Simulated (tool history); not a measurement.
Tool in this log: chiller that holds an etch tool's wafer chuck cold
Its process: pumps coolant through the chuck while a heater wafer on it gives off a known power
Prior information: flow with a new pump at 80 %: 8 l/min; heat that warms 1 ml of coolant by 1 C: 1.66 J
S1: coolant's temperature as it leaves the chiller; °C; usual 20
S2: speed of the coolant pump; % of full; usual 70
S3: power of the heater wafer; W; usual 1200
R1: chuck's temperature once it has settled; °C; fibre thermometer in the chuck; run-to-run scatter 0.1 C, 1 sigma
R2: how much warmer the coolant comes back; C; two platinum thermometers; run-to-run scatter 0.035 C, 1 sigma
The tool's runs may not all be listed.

{"run": 1, "hour": 0.0, "S1": 20, "S2": 70, "S3": 1200, "R1": 30.3, "R2": 6.29}
{"run": 2, "hour": 82.9, "S1": 14, "S2": 70, "S3": 1200, "R1": 24.4, "R2": 6.34}
{"run": 3, "hour": 152.9, "S1": 14, "S2": 70, "S3": 1200, "R1": 24.2, "R2": 6.3}
{"run": 4, "hour": 253.0, "S1": 20, "S2": 70, "S3": 1200, "R1": 30.4, "R2": 6.35}
{"run": 5, "hour": 301.2, "S1": 25, "S2": 70, "S3": 1200, "R1": 35.2, "R2": 6.29}
{"run": 6, "hour": 344.1, "S1": 25, "S2": 70, "S3": 1200, "R1": 35.4, "R2": 6.38}
{"run": 7, "hour": 398.7, "S1": 25, "S2": 70, "S3": 1200, "R1": 35.3, "R2": 6.36}
{"run": 8, "hour": 482.5, "S1": 25, "S2": 70, "S3": 1200, "R1": 35.5, "R2": 6.4}
{"run": 9, "hour": 534.1, "S1": 25, "S2": 97, "S3": 1200, "R1": 32.8, "R2": 4.43}
{"run": 10, "hour": 611.4, "S1": 20, "S2": 70, "S3": 1200, "R1": 30.4, "R2": 6.33}
{"run": 11, "hour": 701.9, "S1": 20, "S2": 70, "S3": 1200, "R1": 30.5, "R2": 6.42}
{"run": 12, "hour": 781.4, "S1": 20, "S2": 70, "S3": 1028, "R1": 28.9, "R2": 5.54}
{"run": 13, "hour": 885.9, "S1": 20, "S2": 70, "S3": 1028, "R1": 29, "R2": 5.51}
{"run": 14, "hour": 963.3, "S1": 25, "S2": 73, "S3": 879, "R1": 32.3, "R2": 4.5}
{"run": 15, "hour": 1036.1, "S1": 25, "S2": 73, "S3": 879, "R1": 32.4, "R2": 4.53}
{"run": 16, "hour": 1106.4, "S1": 25, "S2": 73, "S3": 879, "R1": 32.2, "R2": 4.58}
{"run": 17, "hour": 1149.0, "S1": 25, "S2": 73, "S3": 879, "R1": 32.2, "R2": 4.53}
{"run": 18, "hour": 1209.9, "S1": 25, "S2": 61, "S3": 879, "R1": 33.6, "R2": 5.53}
{"run": 19, "hour": 1264.0, "S1": 25, "S2": 61, "S3": 879, "R1": 33.6, "R2": 5.52}

What will run 20 give?
{"run": 20, "hour": 1308.0, "S1": 13, "S2": 63, "S3": 1059, "R1": "?", "R2": "?"}

For run 20 the tool returned R1 23.1 °C, R2 6.37 C.
With no hidden state in the tool, this same run would have given R1 23.1 °C, R2 6.24 C.
